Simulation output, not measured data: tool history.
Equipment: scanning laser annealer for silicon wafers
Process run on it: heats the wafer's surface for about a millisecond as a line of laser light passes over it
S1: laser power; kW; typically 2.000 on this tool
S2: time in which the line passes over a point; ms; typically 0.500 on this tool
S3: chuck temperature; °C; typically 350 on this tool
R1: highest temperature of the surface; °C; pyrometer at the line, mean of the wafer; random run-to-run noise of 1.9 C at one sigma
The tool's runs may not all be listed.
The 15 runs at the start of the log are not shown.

At hour 912.5: window over the wafer cleaned, once more.
Run 16, hour 921.4: usual settings but S2 0.380 ms, S3 348 °C. Result: R1 975 °C.
Run 17, hour 1002.1: usual settings but S1 2.031 kW, S2 0.547 ms, S3 361 °C. Result: R1 1138 °C.
Run 18, hour 1066.3: usual settings but S2 0.535 ms, S3 358 °C. Result: R1 1117 °C.
Run 19, hour 1124.2: usual settings but S3 359 °C. Result: R1 1084 °C.
Run 20, hour 1204.0: usual settings but S1 1.763 kW, S3 340 °C. Result: R1 975 °C.
Run 21, hour 1261.8: usual settings but S1 1.763 kW, S2 0.555 ms, S3 385 °C. Result: R1 1057 °C.
Run 22, hour 1303.5: usual settings but S1 1.972 kW, S2 0.607 ms, S3 390 °C. Result: R1 1181 °C.
Run 23, hour 1374.7: usual settings but S1 2.041 kW, S2 0.607 ms, S3 359 °C. Result: R1 1178 °C.
Run 24, hour 1417.7: usual settings but S1 2.041 kW, S2 0.607 ms, S3 359 °C. Result: R1 1179 °C.
Run 25, hour 1467.1: usual settings but S2 0.407 ms, S3 340 °C. Result: R1 982 °C.
Run 26, hour 1507.0: usual settings but S1 2.160 kW, S2 0.559 ms, S3 340 °C. Result: R1 1166 °C.
Run 27, hour 1589.1: usual settings but S1 2.160 kW, S2 0.477 ms, S3 322 °C. Result: R1 1078 °C.
At hour 1601.4: optics aligned, line set to its width.
Run 28, hour 1663.2: usual settings but S1 1.951 kW, S2 0.478 ms, S3 345 °C. Result: R1 1031 °C.
Run 29, hour 1716.5: usual settings but S1 1.860 kW. Result: R1 1015 °C.
Run 30, hour 1794.7: usual settings but S1 2.136 kW, S2 0.455 ms, S3 357 °C. Result: R1 1084 °C.
Run 31, hour 1850.2: usual settings but S2 0.377 ms, S3 329 °C. Result: R1 944 °C.
Run 32, hour 1913.6: usual settings but S2 0.359 ms, S3 389 °C. Result: R1 984 °C.

Predict each of these 5 candidate next runs independently; none follows another, all start after run 32:
Run A, hour 1976.0: usual settings but S1 1.945 kW, S3 353 °C. Result: R1 ?.
Run B, hour 1976.0: usual settings but S1 1.837 kW, S2 0.453 ms, S3 342 °C. Result: R1 ?.
Run C, hour 1976.0: usual settings but S2 0.383 ms, S3 389 °C. Result: R1 ?.
Run D, hour 1976.0: usual settings but S1 2.052 kW, S3 382 °C. Result: R1 ?.
Run E, hour 1976.0: usual settings but S1 1.887 kW, S2 0.373 ms, S3 341 °C. Result: R1 ?.

run    R1
  A  1041
  B   956
  C  1000
  D  1110
  E   910
With the hidden condition removed and each run's random variation left untouched, the same runs would have given:
run    R1
  A  1069
  B   981
  C  1026
  D  1140
  E   933
